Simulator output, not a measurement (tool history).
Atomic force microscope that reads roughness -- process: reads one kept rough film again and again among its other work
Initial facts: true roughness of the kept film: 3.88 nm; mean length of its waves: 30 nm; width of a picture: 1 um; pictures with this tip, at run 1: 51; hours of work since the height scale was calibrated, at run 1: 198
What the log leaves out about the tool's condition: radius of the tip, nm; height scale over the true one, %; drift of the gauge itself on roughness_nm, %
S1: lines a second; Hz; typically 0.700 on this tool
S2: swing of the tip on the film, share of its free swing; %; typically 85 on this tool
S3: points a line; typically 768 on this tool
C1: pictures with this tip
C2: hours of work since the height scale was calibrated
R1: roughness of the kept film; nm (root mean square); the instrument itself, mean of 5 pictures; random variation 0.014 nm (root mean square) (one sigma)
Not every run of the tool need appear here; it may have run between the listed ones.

run   hour     S1  S2   S3   C1   C2     R1
  1    0.0  0.700  85  768   51  198  3.263
  2   10.0  0.700  85  768   71  204  3.243
  3   18.6  0.596  85  768   89  209  3.206
  4   29.6  0.596  85  768  111  216  3.176
  5   35.6  0.596  85  768  123  220  3.148
  6   41.2  0.596  85  768  134  224  3.106
  7   52.3  1.721  85  768  157  231  2.844
  8   60.1  1.721  85  768  173  236  2.814
  9   67.1  1.721  85  768  187  240  2.777
 10   76.3  0.700  83  768  206  246  3.000
 11   81.4  0.700  83  768  216  249  2.983
 12   91.4  0.700  69  768  236  255  2.998
 13   97.3  0.700  85  768  248  259  2.875
 14  106.4  0.700  85  768  267  265  2.873
 15  117.7  0.700  85  358  290  272  2.775
     126.5  -- new tip fitted
 16  126.5  2.645  58  653    0  277  3.433
 17  135.7  0.669  77  635   19  283  3.421
 18  145.4  1.111  73  331   38  289  3.282
 19  150.8  2.371  71  610   49  293  3.152
 20  159.6  0.816  85  332   67  298  3.176
 21  167.7  0.816  84  332   83  303  3.149
 22  173.9  0.816  84  332   96  307  3.128
 23  183.1  1.411  59  698  115  313  3.245
 24  189.2  1.411  59  698  127  317  3.202
 25  194.8  1.411  59  698  138  321  3.198
 26  201.2  0.700  65  338  152  325  3.133
 27  212.5  2.090  79  454  174  332  2.833
 28  220.5  0.738  79  855  191  337  3.033

Alternative continuations, all from the tool just after run 28; predict every row:
  A  228.2  1.048  72  991  206  342   ?
  B  228.2  0.841  79  855  206  342   ?
  C  228.2  0.543  68  406  206  342   ?
  D  228.2  0.738  73  567  206  342   ?

run     R1
  A  2.985
  B  2.975
  C  3.052
  D  3.033
What these runs would have given with no unlogged condition in the tool:
run     R1
  A  3.405
  B  3.393
  C  3.481
  D  3.459
